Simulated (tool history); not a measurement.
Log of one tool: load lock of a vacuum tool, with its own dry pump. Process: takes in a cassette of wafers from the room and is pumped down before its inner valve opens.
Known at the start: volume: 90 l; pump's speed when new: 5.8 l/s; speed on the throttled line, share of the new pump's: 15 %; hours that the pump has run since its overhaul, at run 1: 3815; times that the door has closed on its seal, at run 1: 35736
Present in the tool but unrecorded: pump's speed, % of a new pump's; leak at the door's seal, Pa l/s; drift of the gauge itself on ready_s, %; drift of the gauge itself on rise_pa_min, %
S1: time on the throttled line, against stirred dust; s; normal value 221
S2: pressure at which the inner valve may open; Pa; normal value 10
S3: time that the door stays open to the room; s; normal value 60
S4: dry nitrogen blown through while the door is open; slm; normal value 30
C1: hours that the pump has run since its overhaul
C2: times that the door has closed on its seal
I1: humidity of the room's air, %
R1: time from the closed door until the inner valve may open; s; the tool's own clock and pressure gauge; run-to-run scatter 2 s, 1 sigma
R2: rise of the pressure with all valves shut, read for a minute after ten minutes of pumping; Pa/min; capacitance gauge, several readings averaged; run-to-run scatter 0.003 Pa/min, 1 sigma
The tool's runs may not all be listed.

Run 1, hour 0.0: usual settings; C1 3815; C2 35736; I1 43.8. Result: R1 333.4 s, R2 0.253 Pa/min.
Run 2, hour 117.2: usual settings; C1 3932; C2 36299; I1 49.2. Result: R1 334.8 s, R2 0.271 Pa/min.
Run 3, hour 247.9: usual settings; C1 4063; C2 36926; I1 43.5. Result: R1 335.9 s, R2 0.273 Pa/min.
Run 4, hour 372.7: usual settings; C1 4187; C2 37525; I1 40.5. Result: R1 333.5 s, R2 0.286 Pa/min.
Run 5, hour 441.8: usual settings but S2 15 Pa; C1 4256; C2 37856; I1 44.0. Result: R1 328.6 s, R2 0.294 Pa/min.
Run 6, hour 516.0: usual settings but S2 15 Pa, S3 67 s; C1 4331; C2 38212; I1 45.4. Result: R1 327.6 s, R2 0.295 Pa/min.
Run 7, hour 628.6: usual settings but S2 15 Pa, S3 67 s; C1 4443; C2 38753; I1 42.9. Result: R1 327.9 s, R2 0.303 Pa/min.
Run 8, hour 762.3: usual settings but S1 150 s, S2 15 Pa, S3 67 s; C1 4577; C2 39394; I1 48.3. Result: R1 269.8 s, R2 0.304 Pa/min.
Run 9, hour 818.0: usual settings but S1 150 s, S2 15 Pa, S3 67 s; C1 4633; C2 39662; I1 43.3. Result: R1 271.1 s, R2 0.311 Pa/min.
Run 10, hour 897.7: usual settings but S1 150 s, S2 15 Pa, S3 67 s; C1 4712; C2 40044; I1 40.2. Result: R1 267.9 s, R2 0.310 Pa/min.
Run 11, hour 956.8: usual settings; C1 4772; C2 40328; I1 48.5. Result: R1 336.6 s, R2 0.325 Pa/min.
Run 12, hour 1018.7: usual settings but S1 412 s; C1 4833; C2 40625; I1 42.9. Result: R1 496.7 s, R2 0.327 Pa/min.
Run 13, hour 1140.4: usual settings but S1 235 s; C1 4955; C2 41209; I1 47.0. Result: R1 347.0 s, R2 0.334 Pa/min.
Run 14, hour 1267.3: usual settings but S1 235 s; C1 5082; C2 41818; I1 46.7. Result: R1 349.8 s, R2 0.335 Pa/min.
At hour 1306.4: door's seal changed, seat wiped.
Run 15, hour 1397.6: usual settings; C1 5211; C2 438; I1 44.3. Result: R1 339.3 s, R2 0.023 Pa/min.
Run 16, hour 1474.3: usual settings; C1 5288; C2 806; I1 45.8. Result: R1 335.6 s, R2 0.025 Pa/min.
Run 17, hour 1530.5: usual settings but S1 286 s, S4 27 slm; C1 5344; C2 1076; I1 43.9. Result: R1 391.0 s, R2 0.022 Pa/min.
Run 18, hour 1605.1: usual settings but S1 286 s, S4 27 slm; C1 5418; C2 1434; I1 45.7. Result: R1 391.2 s, R2 0.024 Pa/min.
Run 19, hour 1713.7: usual settings but S1 286 s, S4 27 slm; C1 5527; C2 1955; I1 45.3. Result: R1 389.4 s, R2 0.031 Pa/min.
Run 20, hour 1821.0: usual settings but S2 14 Pa; C1 5634; C2 2470; I1 43.7. Result: R1 331.5 s, R2 0.026 Pa/min.
Run 21, hour 1951.8: usual settings but S2 14 Pa; C1 5765; C2 3097; I1 45.2. Result: R1 328.6 s, R2 0.036 Pa/min.
Run 22, hour 2046.4: usual settings but S2 14 Pa; C1 5860; C2 3551; I1 40.3. Result: R1 330.2 s, R2 0.032 Pa/min.
Run 23, hour 2160.8: usual settings but S1 194 s, S2 11 Pa, S3 37 s, S4 9 slm; C1 5974; C2 4101; I1 41.6. Result: R1 312.2 s, R2 0.031 Pa/min.
Run 24, hour 2228.1: usual settings but S1 194 s, S2 11 Pa, S3 37 s, S4 9 slm; C1 6041; C2 4423; I1 42.9. Result: R1 308.9 s, R2 0.030 Pa/min.
Run 25, hour 2287.9: usual settings but S1 232 s, S2 14 Pa, S3 170 s, S4 6 slm; C1 6101; C2 4711; I1 46.1. Result: R1 341.1 s, R2 0.067 Pa/min.
Run 26, hour 2396.2: usual settings but S1 232 s, S2 14 Pa, S3 170 s, S4 6 slm; C1 6209; C2 5230; I1 43.8. Result: R1 341.7 s, R2 0.065 Pa/min.
Run 27, hour 2463.3: usual settings but S1 117 s, S3 120 s, S4 6 slm; C1 6277; C2 5552; I1 45.3. Result: R1 247.6 s, R2 0.068 Pa/min.
Run 28, hour 2517.9: usual settings but S1 355 s, S4 13 slm; C1 6331; C2 5814; I1 45.4. Result: R1 452.3 s, R2 0.045 Pa/min.
Run 29, hour 2613.6: usual settings but S2 19 Pa, S3 233 s, S4 9 slm; C1 6427; C2 6274; I1 45.6. Result: R1 324.5 s, R2 0.086 Pa/min.
Run 30, hour 2675.1: usual settings but S1 250 s, S2 15 Pa, S3 233 s, S4 9 slm; C1 6488; C2 6568; I1 43.4. Result: R1 355.4 s, R2 0.082 Pa/min.
Run 31, hour 2754.2: usual settings but S1 250 s, S2 15 Pa, S3 233 s, S4 11 slm; C1 6567; C2 6948; I1 45.8. Result: R1 356.7 s, R2 0.088 Pa/min.
Run 32, hour 2839.5: usual settings but S1 250 s, S2 15 Pa, S3 233 s, S4 11 slm; C1 6653; C2 7357; I1 44.7. Result: R1 357.1 s, R2 0.084 Pa/min.

Branching from run 32: 3 alternative next runs. What would each branch give?
Run A, hour 2909.4: usual settings but S1 280 s, S2 18 Pa, S3 202 s, S4 11 slm; C1 6723; C2 7693; I1 45.6. Result: R1 ?, R2 ?.
Run B, hour 2909.4: usual settings but S1 383 s; C1 6723; C2 7693; I1 47.6. Result: R1 ?, R2 ?.
Run C, hour 2909.4: usual settings but S1 142 s, S4 25 slm; C1 6723; C2 7693; I1 43.9. Result: R1 ?, R2 ?.

run     R1     R2
  A  379.9  0.081
  B  470.4  0.051
  C  272.5  0.048
Stripped of hidden state, with their random variation kept, the same runs would have yielded:
run     R1     R2
  A  374.8  0.056
  B  465.4  0.025
  C  265.7  0.023

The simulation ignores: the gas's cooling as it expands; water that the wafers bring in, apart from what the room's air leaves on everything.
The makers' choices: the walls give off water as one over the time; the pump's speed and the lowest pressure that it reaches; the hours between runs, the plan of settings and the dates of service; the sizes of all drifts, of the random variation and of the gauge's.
